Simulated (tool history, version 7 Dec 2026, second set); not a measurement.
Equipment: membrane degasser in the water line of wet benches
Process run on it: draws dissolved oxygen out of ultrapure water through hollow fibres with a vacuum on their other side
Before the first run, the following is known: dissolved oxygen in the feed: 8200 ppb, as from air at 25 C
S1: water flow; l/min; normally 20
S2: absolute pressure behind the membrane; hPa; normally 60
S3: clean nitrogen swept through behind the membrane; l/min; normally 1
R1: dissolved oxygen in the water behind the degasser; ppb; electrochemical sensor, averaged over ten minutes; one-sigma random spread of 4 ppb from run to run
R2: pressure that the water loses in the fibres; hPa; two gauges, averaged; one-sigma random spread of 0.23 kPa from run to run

run,hour,S1,S2,S3,R1,R2
1,0,20,60,1,445.1,630.5
2,341.8,20,60,1,450,631.7
3,521.7,20,60,1,449.9,632.9
4,835.2,20,60,1,452.2,632.9
5,1162.9,20,60,1,463.6,631.5
6,1407.7,20,60,1,467.6,639.4
7,1632.2,20,60,1,461.1,637.5
8,1926.5,17,60,1,360.1,543
9,2221.8,17,60,1,371,547.9
10,2387.4,17,60,1,370.8,545
11,2706.8,17,60,1,373,543.8
12,2967.8,20,63.2,1,499.6,646.8
13,3185.9,20,60,1,490.4,644.2
14,3518.3,20,60,1,485.2,646.5
15,3794.3,20,60,1,496.7,648.3
16,3981.2,20,60,1,496.9,646.8
17,4312.3,20,60,1,493.6,651.5
18,4536.3,20,60,1,503.6,652.5
# hour 4593.7: seals of the vacuum lines changed
19,4764.5,20,60,1,501.8,654.4
20,4910,17,60,1,390.4,556.5
21,5218.3,17,60,1,394.9,558.2
22,5402,14,76.4,0.83,366.7,460.6
23,5585.3,20,61.6,0.63,585.4,660.3
24,5829.5,20,61.7,0.5,631.5,660.7
25,6066.3,20,61.7,0.5,622.9,660.1
26,6241.9,21,81.7,0.92,661.7,690.9
27,6436.9,21,81.7,0.92,648.5,701
28,6613.4,31,89.1,1.79,952.4,1029.5
29,6774.6,20,60,1.58,483.3,661
# hour 6987.3: membrane cartridge changed
30,7045.8,20,74,0.73,529.4,604.1
31,7316.2,25,74,2.54,520.6,753.2
32,7541,25,74,2.54,520.6,759.4
33,7839.1,18,60,1.36,340.6,548.1

Forecast each of these 3 alternatives for the next run:
A,8009.1,21,40.1,0.91,?,?
B,8009.1,18,60,1.36,?,?
C,8009.1,28,146.8,1,?,?

run,R1,R2
A,383.4,638.3
B,336.2,547.6
C,1118.5,845.6
What these runs would have given with no unlogged condition in the tool:
run,R1,R2
A,352.2,633.1
B,314.7,543.2
C,1083.1,838.7

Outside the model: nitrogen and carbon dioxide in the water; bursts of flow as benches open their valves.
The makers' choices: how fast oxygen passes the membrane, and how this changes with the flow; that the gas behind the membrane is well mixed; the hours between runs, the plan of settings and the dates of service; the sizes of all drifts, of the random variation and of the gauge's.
